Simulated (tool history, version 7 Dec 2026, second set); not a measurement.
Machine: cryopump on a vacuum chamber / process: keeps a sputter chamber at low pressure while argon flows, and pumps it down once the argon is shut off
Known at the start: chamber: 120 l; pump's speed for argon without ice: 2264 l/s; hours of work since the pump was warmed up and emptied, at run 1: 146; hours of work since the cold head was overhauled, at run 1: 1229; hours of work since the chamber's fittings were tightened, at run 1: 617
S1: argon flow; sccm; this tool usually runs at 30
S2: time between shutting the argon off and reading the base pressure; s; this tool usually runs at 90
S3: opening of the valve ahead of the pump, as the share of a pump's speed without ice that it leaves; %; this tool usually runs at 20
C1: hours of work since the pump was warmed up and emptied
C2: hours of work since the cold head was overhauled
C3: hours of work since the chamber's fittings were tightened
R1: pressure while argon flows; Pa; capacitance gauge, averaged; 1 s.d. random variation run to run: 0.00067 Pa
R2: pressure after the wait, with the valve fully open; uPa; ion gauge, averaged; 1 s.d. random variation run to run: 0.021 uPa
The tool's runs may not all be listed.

Run 1, hour 0: usual settings; C1 146; C2 1229; C3 617. Result: R1 0.1167 Pa, R2 1.07 uPa.
Run 2, hour 71.5: usual settings but S1 53 sccm; C1 204; C2 1287; C3 675. Result: R1 0.207 Pa, R2 1.13 uPa.
Run 3, hour 115.1: usual settings but S3 51 %; C1 239; C2 1322; C3 710. Result: R1 0.0499 Pa, R2 1.18 uPa.
Run 4, hour 165: usual settings but S2 89 s, S3 51 %; C1 279; C2 1362; C3 750. Result: R1 0.0511 Pa, R2 1.27 uPa.
At hour 218.6: pump warmed up, emptied and cooled again.
Run 5, hour 239.2: usual settings but S2 89 s, S3 51 %; C1 17; C2 1418; C3 806. Result: R1 0.0434 Pa, R2 1.13 uPa.
Run 6, hour 282.4: usual settings; C1 51; C2 1452; C3 840. Result: R1 0.1127 Pa, R2 1.13 uPa.
Run 7, hour 314.9: usual settings but S3 16 %; C1 78; C2 1479; C3 867. Result: R1 0.1418 Pa, R2 1.16 uPa.
Run 8, hour 353.5: usual settings; C1 109; C2 1510; C3 898. Result: R1 0.1143 Pa, R2 1.22 uPa.
Run 9, hour 419.1: usual settings but S1 53 sccm; C1 161; C2 1563; C3 951. Result: R1 0.2068 Pa, R2 1.31 uPa.
Run 10, hour 481.8: usual settings; C1 212; C2 1613; C3 1001. Result: R1 0.116 Pa, R2 1.38 uPa.
Run 11, hour 544.7: usual settings; C1 263; C2 1664; C3 1052. Result: R1 0.1177 Pa, R2 1.42 uPa.
Run 12, hour 573.9: usual settings; C1 286; C2 1687; C3 1075. Result: R1 0.1166 Pa, R2 1.5 uPa.
Run 13, hour 612.5: usual settings; C1 317; C2 1718; C3 1106. Result: R1 0.1189 Pa, R2 1.59 uPa.
At hour 623.7: pump warmed up, emptied and cooled again.
Run 14, hour 657.5: usual settings but S1 33 sccm; C1 27; C2 1750; C3 1138. Result: R1 0.1231 Pa, R2 1.36 uPa.
Run 15, hour 697.2: usual settings; C1 59; C2 1782; C3 1170. Result: R1 0.1128 Pa, R2 1.41 uPa.
Run 16, hour 735.9: usual settings but S3 47 %; C1 90; C2 1814; C3 1202. Result: R1 0.0498 Pa, R2 1.49 uPa.
Run 17, hour 790.3: usual settings but S3 47 %; C1 134; C2 1857; C3 1245. Result: R1 0.051 Pa, R2 1.52 uPa.
Run 18, hour 842.1: usual settings but S3 47 %; C1 176; C2 1899; C3 1287. Result: R1 0.0519 Pa, R2 1.59 uPa.
Run 19, hour 871.8: usual settings but S1 37 sccm, S2 35 s, S3 17 %; C1 200; C2 1923; C3 1311. Result: R1 0.1684 Pa, R2 2.14 uPa.
Run 20, hour 910.1: usual settings but S1 37 sccm, S2 35 s, S3 17 %; C1 231; C2 1954; C3 1342. Result: R1 0.1671 Pa, R2 2.24 uPa.
Run 21, hour 958.9: usual settings but S1 37 sccm, S2 35 s, S3 17 %; C1 270; C2 1993; C3 1381. Result: R1 0.1712 Pa, R2 2.47 uPa.
Run 22, hour 1003.1: usual settings but S1 27 sccm; C1 305; C2 2029; C3 1417. Result: R1 0.1066 Pa, R2 1.86 uPa.
At hour 1028.7: pump warmed up, emptied and cooled again.
Run 23, hour 1075.9: usual settings but S2 52 s, S3 33 %; C1 38; C2 2083; C3 1471. Result: R1 0.0686 Pa, R2 1.87 uPa.
Run 24, hour 1113.9: usual settings but S1 59 sccm, S2 29 s, S3 38 %; C1 69; C2 2114; C3 1502. Result: R1 0.1194 Pa, R2 2.37 uPa.
Run 25, hour 1184.6: usual settings but S1 20 sccm, S2 40 s; C1 126; C2 2171; C3 1559. Result: R1 0.0762 Pa, R2 2.22 uPa.
Run 26, hour 1246.6: usual settings but S1 20 sccm, S2 40 s; C1 175; C2 2221; C3 1609. Result: R1 0.0776 Pa, R2 2.29 uPa.
Run 27, hour 1294.7: usual settings but S1 41 sccm, S2 21 s, S3 19 %; C1 214; C2 2260; C3 1648. Result: R1 0.1681 Pa, R2 3.2 uPa.
Run 28, hour 1356.1: usual settings but S1 41 sccm, S2 94 s, S3 28 %; C1 264; C2 2309; C3 1697. Result: R1 0.1171 Pa, R2 2.08 uPa.
Run 29, hour 1397.7: usual settings but S1 12 sccm, S2 41 s, S3 28 %; C1 297; C2 2342; C3 1730. Result: R1 0.0344 Pa, R2 2.59 uPa.
At hour 1431.4: pump warmed up, emptied and cooled again.
Run 30, hour 1448.6: usual settings but S1 12 sccm, S2 41 s, S3 28 %; C1 14; C2 2379; C3 1767. Result: R1 0.0333 Pa, R2 2.22 uPa.
Run 31, hour 1485.8: usual settings but S1 29 sccm, S2 55 s, S3 27 %; C1 44; C2 2409; C3 1797. Result: R1 0.0824 Pa, R2 2.11 uPa.
Run 32, hour 1538.3: usual settings but S1 15 sccm, S2 26 s, S3 29 %; C1 86; C2 2452; C3 1840. Result: R1 0.0396 Pa, R2 2.84 uPa.
Run 33, hour 1576.4: usual settings but S2 33 s, S3 15 %; C1 117; C2 2482; C3 1870. Result: R1 0.1515 Pa, R2 2.57 uPa.

Predict each of these 3 candidate next runs independently; none follows another, all start after run 33:
Run A, hour 1630.7: usual settings but S2 33 s, S3 17 %; C1 161; C2 2526; C3 1914. Result: R1 ?, R2 ?.
Run B, hour 1630.7: usual settings but S1 26 sccm, S2 35 s, S3 15 %; C1 161; C2 2526; C3 1914. Result: R1 ?, R2 ?.
Run C, hour 1630.7: usual settings but S2 33 s, S3 42 %; C1 161; C2 2526; C3 1914. Result: R1 ?, R2 ?.

run      R1    R2
  A  0.1367  2.68
  B  0.1334  2.65
  C  0.0575  2.75
Without the tool's unlogged condition, the same runs would have read:
run      R1    R2
  A  0.1328   1.1
  B  0.1301  1.03
  C  0.0537  1.11
